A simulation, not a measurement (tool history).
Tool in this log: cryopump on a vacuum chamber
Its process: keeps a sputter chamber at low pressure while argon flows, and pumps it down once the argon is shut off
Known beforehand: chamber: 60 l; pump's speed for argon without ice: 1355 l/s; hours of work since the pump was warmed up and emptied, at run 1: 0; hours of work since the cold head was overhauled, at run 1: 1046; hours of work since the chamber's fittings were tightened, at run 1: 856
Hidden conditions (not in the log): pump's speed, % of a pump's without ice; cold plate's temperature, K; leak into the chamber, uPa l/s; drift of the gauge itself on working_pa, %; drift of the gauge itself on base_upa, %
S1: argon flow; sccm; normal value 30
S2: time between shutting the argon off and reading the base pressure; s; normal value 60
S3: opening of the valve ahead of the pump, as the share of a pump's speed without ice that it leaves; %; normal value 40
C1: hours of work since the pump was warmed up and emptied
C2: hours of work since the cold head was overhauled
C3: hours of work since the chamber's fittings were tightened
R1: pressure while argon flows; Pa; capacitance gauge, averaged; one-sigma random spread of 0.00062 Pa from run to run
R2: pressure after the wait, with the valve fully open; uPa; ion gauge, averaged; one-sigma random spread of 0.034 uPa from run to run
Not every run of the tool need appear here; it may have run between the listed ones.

run	day	S1	S2	S3	C1	C2	C3	R1	R2
1	0	30	60	40	0	1046	856	0.0938	2.45
2	1.954	30	60	19	35	1081	891	0.1979	2.33
3	4.054	30	60	19	73	1119	929	0.198	2.47
4	6.212	30	60	19	112	1158	968	0.198	2.57
5	7.988	30	60	19	144	1190	1000	0.1993	2.51
6	10.104	30	60	19	182	1228	1038	0.2004	2.57
7	11.4	30	60	19	205	1252	1062	0.1998	2.61
8	12.583	30	60	40	227	1273	1083	0.0961	2.59
9	14.225	30	60	40	256	1302	1113	0.098	2.66
10	15.321	30	60	40	276	1322	1132	0.098	2.68
11	17.3	30	60	40	312	1358	1168	0.0975	2.72
12	18.325	30	60	39	330	1376	1187	0.1008	2.77
13	19.933	30	60	39	359	1405	1216	0.0999	2.72
14	21.212	30	60	39	382	1428	1239	0.1002	2.71
15	23.625	30	60	39	426	1472	1282	0.101	2.81
16	25.092	30	60	24	452	1498	1309	0.1609	2.83
17	26.892	30	211	24	485	1531	1341	0.1613	1.71
# day 28.912: pump warmed up, emptied and cooled again
18	28.912	57	49	54	0	1563	1374	0.1337	3.1
19	29.971	57	49	54	19	1582	1393	0.1335	3.1
20	31.117	36	33	29	40	1603	1413	0.1564	4.09
21	33.221	30	282	40	78	1641	1451	0.0961	1.61
22	34.275	12	71	19	97	1660	1470	0.0804	2.53
23	35.858	14	71	19	125	1689	1499	0.0929	2.64
24	37.954	20	267	19	163	1726	1537	0.1338	1.62
25	39.575	20	142	16	192	1756	1566	0.1578	1.98
26	41.75	28	273	40	231	1795	1605	0.0906	1.68

Run 27, settings as shown, results not yet in. Your forecast:
27	43.467	19	60	40	262	1826	1636	?	?

{"run 27": {"R1": 0.0599, "R2": 3.04}}
With the hidden condition absent and the run-to-run variation left alone, this run would have shown R1 0.0576 Pa, R2 1.88 uPa.
